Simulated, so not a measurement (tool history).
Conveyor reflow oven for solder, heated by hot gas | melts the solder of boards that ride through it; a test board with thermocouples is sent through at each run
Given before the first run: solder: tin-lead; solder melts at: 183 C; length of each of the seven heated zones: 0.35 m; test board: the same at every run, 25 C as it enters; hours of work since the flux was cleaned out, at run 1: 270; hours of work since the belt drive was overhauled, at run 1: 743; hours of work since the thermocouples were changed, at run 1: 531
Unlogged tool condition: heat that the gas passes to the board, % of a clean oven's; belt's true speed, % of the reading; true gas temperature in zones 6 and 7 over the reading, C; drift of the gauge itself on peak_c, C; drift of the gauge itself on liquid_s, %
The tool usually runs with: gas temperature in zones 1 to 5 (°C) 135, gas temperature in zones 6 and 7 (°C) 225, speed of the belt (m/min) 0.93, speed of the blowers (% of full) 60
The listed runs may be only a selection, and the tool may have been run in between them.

| run | day | gas temperature in zones 1 to 5 (°C) | gas temperature in zones 6 and 7 (°C) | speed of the belt (m/min) | speed of the blowers (% of full) | hours of work since the flux was cleaned out | hours of work since the belt drive was overhauled | hours of work since the thermocouples were changed | highest temperature of the board (°C) | time above the solder's melting point (s) |
|---|---|---|---|---|---|---|---|---|---|---|
| 1 | 0 | 135 | 225 | 0.93 | 60 | 270 | 743 | 531 | 203.1 | 23.9 |
| 2 | 0.742 | 135 | 225 | 0.93 | 60 | 282 | 755 | 543 | 203.2 | 24.1 |
| 3 | 2.117 | 135 | 225 | 0.791 | 60 | 304 | 777 | 565 | 208.9 | 33.8 |
| 4 | 3.379 | 135 | 225 | 0.93 | 60 | 324 | 797 | 585 | 203.1 | 24.2 |
|  | 3.708 | flux residue cleaned out of gas plates and filters |
| 5 | 4.45 | 135 | 225 | 0.93 | 60 | 12 | 810 | 598 | 203.3 | 24.6 |
| 6 | 5.721 | 135 | 225 | 0.93 | 60 | 32 | 831 | 618 | 203.5 | 24.4 |
| 7 | 6.4 | 135 | 225 | 0.93 | 60 | 43 | 841 | 629 | 203.4 | 24.4 |
| 8 | 8.038 | 135 | 225 | 0.93 | 76 | 69 | 867 | 655 | 209 | 28.8 |
| 9 | 9.604 | 135 | 225 | 0.93 | 76 | 93 | 892 | 680 | 209.1 | 29.2 |
| 10 | 10.471 | 135 | 225 | 0.93 | 76 | 107 | 906 | 694 | 209.3 | 29.1 |
| 11 | 12.096 | 135 | 225 | 0.93 | 76 | 133 | 931 | 719 | 209.2 | 29.5 |
| 12 | 13.683 | 135 | 225 | 0.93 | 75 | 158 | 957 | 744 | 208.9 | 29.1 |
| 13 | 14.642 | 135 | 225 | 0.93 | 75 | 173 | 972 | 760 | 208.9 | 28.8 |
| 14 | 15.525 | 135 | 225 | 0.855 | 60 | 187 | 986 | 774 | 206.3 | 28.9 |
| 15 | 17.133 | 135 | 225 | 0.93 | 60 | 212 | 1011 | 799 | 203.4 | 24.5 |
| 16 | 18.175 | 135 | 225 | 0.93 | 60 | 229 | 1028 | 815 | 203.3 | 24.4 |
| 17 | 18.867 | 135 | 225 | 0.93 | 60 | 240 | 1039 | 826 | 203.1 | 24.2 |
| 18 | 20.075 | 131 | 233 | 0.899 | 81 | 259 | 1058 | 846 | 217.8 | 34.2 |
| 19 | 21.242 | 131 | 232 | 0.899 | 71 | 277 | 1076 | 864 | 213.7 | 31.8 |
| 20 | 22.529 | 144 | 234 | 0.902 | 67 | 298 | 1096 | 884 | 216.3 | 35.6 |
| 21 | 24.083 | 136 | 225 | 0.93 | 51 | 322 | 1121 | 909 | 199.3 | 20.4 |
|  | 24.438 | flux residue cleaned out of gas plates and filters |
| 22 | 25.862 | 136 | 227 | 0.93 | 55 | 23 | 1146 | 934 | 202.8 | 24 |
| 23 | 27.479 | 128 | 225 | 1.052 | 65 | 48 | 1171 | 959 | 199.1 | 17 |
| 24 | 29.05 | 142 | 228 | 0.93 | 82 | 73 | 1196 | 984 | 214.8 | 33.9 |
| 25 | 30.25 | 142 | 228 | 0.93 | 82 | 92 | 1215 | 1003 | 214.6 | 33.6 |
| 26 | 31.879 | 135 | 225 | 1.069 | 60 | 118 | 1241 | 1029 | 198.5 | 16.8 |
| 27 | 33.158 | 135 | 225 | 0.787 | 54 | 138 | 1261 | 1049 | 206.4 | 32 |
|  | 34.025 | belt drive overhauled, speed set with a stopwatch |
| 28 | 34.433 | 125 | 217 | 0.752 | 79 | 156 | 6 | 1067 | 207 | 34.5 |
| 29 | 35.271 | 135 | 217 | 0.93 | 60 | 169 | 20 | 1080 | 196.6 | 19.1 |
| 30 | 36.567 | 128 | 225 | 0.93 | 78 | 189 | 40 | 1101 | 208.4 | 27.2 |
| 31 | 37.742 | 128 | 225 | 0.827 | 78 | 208 | 59 | 1119 | 212.1 | 33.6 |
| 32 | 39.154 | 128 | 225 | 0.827 | 71 | 230 | 81 | 1142 | 210 | 32.4 |

Predict each of these 3 candidate next runs independently; none follows another, all start after run 32:
| A | 40.071 | 134 | 225 | 0.93 | 61 | 245 | 96 | 1156 | ? | ? |
| B | 40.071 | 135 | 225 | 0.93 | 80 | 245 | 96 | 1156 | ? | ? |
| C | 40.071 | 138 | 225 | 0.93 | 60 | 245 | 96 | 1156 | ? | ? |

| run | highest temperature of the board (°C) | time above the solder's melting point (s) |
|---|---|---|
| A | 203.5 | 24.1 |
| B | 210.5 | 29.9 |
| C | 203.7 | 25.4 |
Take away the tool's hidden state, keep each run's random variation, and the runs would have read:
| run | highest temperature of the board (°C) | time above the solder's melting point (s) |
|---|---|---|
| A | 203.5 | 24.1 |
| B | 210.5 | 29.9 |
| C | 203.7 | 25.4 |
